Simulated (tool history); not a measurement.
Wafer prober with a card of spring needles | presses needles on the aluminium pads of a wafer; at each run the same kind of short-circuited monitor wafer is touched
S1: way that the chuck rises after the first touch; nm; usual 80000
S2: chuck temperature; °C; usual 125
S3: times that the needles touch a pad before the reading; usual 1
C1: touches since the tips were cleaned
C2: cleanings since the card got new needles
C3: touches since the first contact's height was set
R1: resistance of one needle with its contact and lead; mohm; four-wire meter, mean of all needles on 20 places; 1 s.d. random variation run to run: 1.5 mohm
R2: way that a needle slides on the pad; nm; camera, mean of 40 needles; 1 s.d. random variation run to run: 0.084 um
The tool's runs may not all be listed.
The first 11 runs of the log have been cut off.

run	hour	S1	S2	S3	C1	C2	C3	R1	R2
# hour 111.2: tips cleaned on abrasive film
12	119.5	80000	31	1	2731	50	58521	170	10200
# hour 121.5: tips cleaned on abrasive film
# hour 132.1: tips cleaned on abrasive film
13	133.3	64000	125	1	390	52	63029	154	8210
# hour 142.5: tips cleaned on abrasive film
14	142.5	80000	26	1	0	53	66046	125	10430
15	152.0	80000	47	1	3125	53	69171	177	10320
# hour 153.5: tips cleaned on abrasive film
16	162.6	77000	125	1	3014	54	72651	181	10020
# hour 163.3: tips cleaned on abrasive film
# hour 174.1: tips cleaned on abrasive film
17	174.6	77000	125	1	155	56	76571	139	10000
18	182.9	98000	83	2	2891	56	79307	148	12670
# hour 185.2: tips cleaned on abrasive film
# hour 195.9: tips cleaned on abrasive film
19	196.3	98000	83	2	133	58	83678	131	12720
# hour 205.7: tips cleaned on abrasive film
20	211.3	80000	53	1	1870	59	88638	162	10420
# hour 216.4: tips cleaned on abrasive film
21	220.3	80000	53	1	1268	60	91557	149	10140
# hour 226.6: tips cleaned on abrasive film
22	236.0	80000	53	1	3116	61	96724	177	10260
# hour 237.0: tips cleaned on abrasive film
23	245.2	76000	82	1	2715	62	99751	184	9730
# hour 246.8: tips cleaned on abrasive film
24	252.9	64000	60	3	2021	63	102265	146	8160
# hour 256.5: tips cleaned on abrasive film
# hour 266.6: tips cleaned on abrasive film
25	268.7	81000	52	1	698	65	107426	141	10330
# hour 276.7: tips cleaned on abrasive film
26	284.2	81000	52	1	2471	66	112513	171	10350
# hour 286.4: tips cleaned on abrasive film
# hour 297.1: tips cleaned on abrasive film
27	297.2	80000	42	1	23	68	116768	129	10290
28	306.2	80000	48	1	2990	68	119735	180	10230
# hour 307.6: tips cleaned on abrasive film
29	314.1	84000	120	1	2158	69	122325	170	10770
# hour 318.4: tips cleaned on abrasive film
30	321.4	84000	120	1	990	70	124717	156	10610
# hour 328.5: tips cleaned on abrasive film
31	329.9	84000	55	2	452	71	127498	134	10750
# hour 338.8: tips cleaned on abrasive film
32	343.9	84000	55	2	1681	72	132086	144	10680

Consider 3 possible next runs. They are alternatives, not a sequence: every one starts from the tool as it was left by run 32. What does each give?
# hour 345.6: height of the first contact set anew
# hour 349.8: tips cleaned on abrasive film
A	353.7	79000	102	1	1285	73	2649	?	?
# hour 345.6: height of the first contact set anew
# hour 349.8: tips cleaned on abrasive film
B	353.7	70000	125	3	1285	73	2649	?	?
# hour 345.6: height of the first contact set anew
# hour 349.8: tips cleaned on abrasive film
C	353.7	65000	55	2	1285	73	2649	?	?

run	R1	R2
A	157	10550
B	146	9190
C	150	8650
Without the tool's unlogged condition, the same runs would have read:
run	R1	R2
A	130	10560
B	134	9200
C	126	8660
